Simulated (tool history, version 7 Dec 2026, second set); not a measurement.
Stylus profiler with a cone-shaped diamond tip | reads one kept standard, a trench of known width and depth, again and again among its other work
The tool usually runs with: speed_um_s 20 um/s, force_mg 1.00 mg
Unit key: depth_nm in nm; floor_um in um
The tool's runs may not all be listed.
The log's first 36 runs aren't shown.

| run | day | speed_um_s | force_mg | scans with this tip | hours of work since the height scale was calibrated | depth_nm | floor_um |
|---|---|---|---|---|---|---|---|
| 37 | 119.100 | 20 | 0.78 | 4467 | 378 | 201.47 | 27.80 |
| 38 | 123.333 | 7 | 0.52 | 5295 | 448 | 201.03 | 27.90 |
| 39 | 126.846 | 23 | 0.59 | 5983 | 507 | 201.14 | 27.79 |
| 40 | 129.175 | 67 | 0.41 | 6439 | 545 | 200.94 | 26.93 |
| 41 | 131.162 | 20 | 0.55 | 6828 | 578 | 201.09 | 27.80 |
| 42 | 133.383 | 10 | 2.12 | 7262 | 615 | 202.74 | 27.98 |
| 43 | 137.092 | 5 | 1.61 | 7989 | 676 | 202.14 | 27.97 |
| 44 | 140.238 | 60 | 0.72 | 8604 | 729 | 201.32 | 27.29 |
| 45 | 143.279 | 20 | 1.80 | 9200 | 779 | 202.42 | 27.87 |

Predict each of these 4 candidate next runs independently; none follows another, all start after run 45:
| A | 146.062 | 5 | 1.00 | 9744 | 825 | ? | ? |
| B | 146.062 | 10 | 1.80 | 9744 | 825 | ? | ? |
| C | 146.062 | 58 | 1.61 | 9744 | 825 | ? | ? |
| D | 146.062 | 20 | 1.25 | 9744 | 825 | ? | ? |

| run | depth_nm | floor_um |
|---|---|---|
| A | 201.58 | 27.95 |
| B | 202.49 | 27.95 |
| C | 202.23 | 27.52 |
| D | 201.90 | 27.83 |
What these runs would have given with no unlogged condition in the tool:
| run | depth_nm | floor_um |
|---|---|---|
| A | 201.57 | 27.96 |
| B | 202.48 | 27.96 |
| C | 202.21 | 27.53 |
| D | 201.89 | 27.84 |

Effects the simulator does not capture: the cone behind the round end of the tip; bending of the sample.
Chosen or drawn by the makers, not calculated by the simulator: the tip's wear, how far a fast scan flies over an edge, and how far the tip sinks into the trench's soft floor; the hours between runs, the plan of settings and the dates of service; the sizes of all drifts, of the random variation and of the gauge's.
